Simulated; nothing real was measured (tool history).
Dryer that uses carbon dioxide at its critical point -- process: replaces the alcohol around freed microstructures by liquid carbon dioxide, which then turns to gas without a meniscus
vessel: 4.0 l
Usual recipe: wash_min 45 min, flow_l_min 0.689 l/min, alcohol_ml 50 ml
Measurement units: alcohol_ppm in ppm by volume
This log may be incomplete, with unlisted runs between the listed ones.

run 1 hour=0.0 | wash_min=45 flow_l_min=0.689 alcohol_ml=50 | alcohol_ppm=36
run 2 hour=7.5 | wash_min=45 flow_l_min=0.689 alcohol_ml=50 | alcohol_ppm=36
run 3 hour=19.9 | wash_min=45 flow_l_min=0.807 alcohol_ml=50 | alcohol_ppm=26
run 4 hour=31.1 | wash_min=45 flow_l_min=0.807 alcohol_ml=50 | alcohol_ppm=28
run 5 hour=41.0 | wash_min=45 flow_l_min=0.807 alcohol_ml=50 | alcohol_ppm=33
run 6 hour=49.9 | wash_min=45 flow_l_min=0.807 alcohol_ml=50 | alcohol_ppm=34
run 7 hour=61.8 | wash_min=45 flow_l_min=0.807 alcohol_ml=50 | alcohol_ppm=37
run 8 hour=70.6 | wash_min=45 flow_l_min=0.807 alcohol_ml=44 | alcohol_ppm=25
run 9 hour=76.8 | wash_min=45 flow_l_min=0.689 alcohol_ml=50 | alcohol_ppm=43
run 10 hour=87.0 | wash_min=45 flow_l_min=0.689 alcohol_ml=53 | alcohol_ppm=53
run 11 hour=95.7 | wash_min=45 flow_l_min=0.689 alcohol_ml=53 | alcohol_ppm=59
run 12 hour=105.5 | wash_min=45 flow_l_min=0.689 alcohol_ml=53 | alcohol_ppm=49
run 13 hour=113.3 | wash_min=45 flow_l_min=0.689 alcohol_ml=53 | alcohol_ppm=51
run 14 hour=123.5 | wash_min=45 flow_l_min=0.689 alcohol_ml=53 | alcohol_ppm=53
run 15 hour=136.9 | wash_min=41 flow_l_min=0.689 alcohol_ml=50 | alcohol_ppm=78
run 16 hour=143.2 | wash_min=46 flow_l_min=0.689 alcohol_ml=50 | alcohol_ppm=45
run 17 hour=154.9 | wash_min=46 flow_l_min=0.689 alcohol_ml=107 | alcohol_ppm=91
run 18 hour=166.5 | wash_min=46 flow_l_min=0.689 alcohol_ml=107 | alcohol_ppm=79
-- hour=171.0 inlet filter changed
run 19 hour=176.9 | wash_min=45 flow_l_min=0.689 alcohol_ml=50 | alcohol_ppm=37
run 20 hour=189.8 | wash_min=45 flow_l_min=0.689 alcohol_ml=50 | alcohol_ppm=42
run 21 hour=202.3 | wash_min=45 flow_l_min=1.099 alcohol_ml=50 | alcohol_ppm=31
run 22 hour=215.9 | wash_min=66 flow_l_min=0.639 alcohol_ml=40 | alcohol_ppm=33
run 23 hour=223.3 | wash_min=66 flow_l_min=0.639 alcohol_ml=40 | alcohol_ppm=34
run 24 hour=230.2 | wash_min=66 flow_l_min=0.639 alcohol_ml=40 | alcohol_ppm=26
run 25 hour=243.1 | wash_min=33 flow_l_min=0.720 alcohol_ml=21 | alcohol_ppm=54
run 26 hour=253.2 | wash_min=45 flow_l_min=0.483 alcohol_ml=20 | alcohol_ppm=76
run 27 hour=263.9 | wash_min=32 flow_l_min=0.483 alcohol_ml=38 | alcohol_ppm=327
run 28 hour=277.6 | wash_min=47 flow_l_min=0.574 alcohol_ml=24 | alcohol_ppm=50
run 29 hour=287.8 | wash_min=72 flow_l_min=0.707 alcohol_ml=50 | alcohol_ppm=31
run 30 hour=297.7 | wash_min=72 flow_l_min=0.707 alcohol_ml=50 | alcohol_ppm=39
run 31 hour=309.6 | wash_min=72 flow_l_min=0.707 alcohol_ml=50 | alcohol_ppm=37
run 32 hour=316.1 | wash_min=72 flow_l_min=0.707 alcohol_ml=50 | alcohol_ppm=32
run 33 hour=321.8 | wash_min=72 flow_l_min=0.707 alcohol_ml=50 | alcohol_ppm=43
run 34 hour=333.4 | wash_min=45 flow_l_min=0.423 alcohol_ml=42 | alcohol_ppm=218
run 35 hour=344.3 | wash_min=52 flow_l_min=0.689 alcohol_ml=26 | alcohol_ppm=41
run 36 hour=352.0 | wash_min=35 flow_l_min=1.004 alcohol_ml=26 | alcohol_ppm=41
run 37 hour=361.6 | wash_min=35 flow_l_min=1.004 alcohol_ml=50 | alcohol_ppm=40
run 38 hour=375.4 | wash_min=35 flow_l_min=1.004 alcohol_ml=50 | alcohol_ppm=51
run 39 hour=382.1 | wash_min=35 flow_l_min=1.004 alcohol_ml=50 | alcohol_ppm=47
run 40 hour=389.2 | wash_min=35 flow_l_min=1.004 alcohol_ml=50 | alcohol_ppm=44
run 41 hour=400.8 | wash_min=68 flow_l_min=0.689 alcohol_ml=69 | alcohol_ppm=44
run 42 hour=413.5 | wash_min=48 flow_l_min=0.427 alcohol_ml=109 | alcohol_ppm=432

Consider 5 possible next runs. They are alternatives, not a sequence: every one starts from the tool as it was left by run 42. What does each give?
run A hour=427.1 | wash_min=71 flow_l_min=1.171 alcohol_ml=56 | alcohol_ppm=?
run B hour=427.1 | wash_min=45 flow_l_min=0.905 alcohol_ml=50 | alcohol_ppm=?
run C hour=427.1 | wash_min=45 flow_l_min=0.970 alcohol_ml=58 | alcohol_ppm=?
run D hour=427.1 | wash_min=48 flow_l_min=0.739 alcohol_ml=50 | alcohol_ppm=?
run E hour=427.1 | wash_min=45 flow_l_min=0.836 alcohol_ml=50 | alcohol_ppm=?

run=A alcohol_ppm=45
run=B alcohol_ppm=30
run=C alcohol_ppm=45
run=D alcohol_ppm=54
run=E alcohol_ppm=36
Had the tool no hidden state, the same runs would have come out as:
run=A alcohol_ppm=8
run=B alcohol_ppm=0
run=C alcohol_ppm=5
run=D alcohol_ppm=13
run=E alcohol_ppm=0
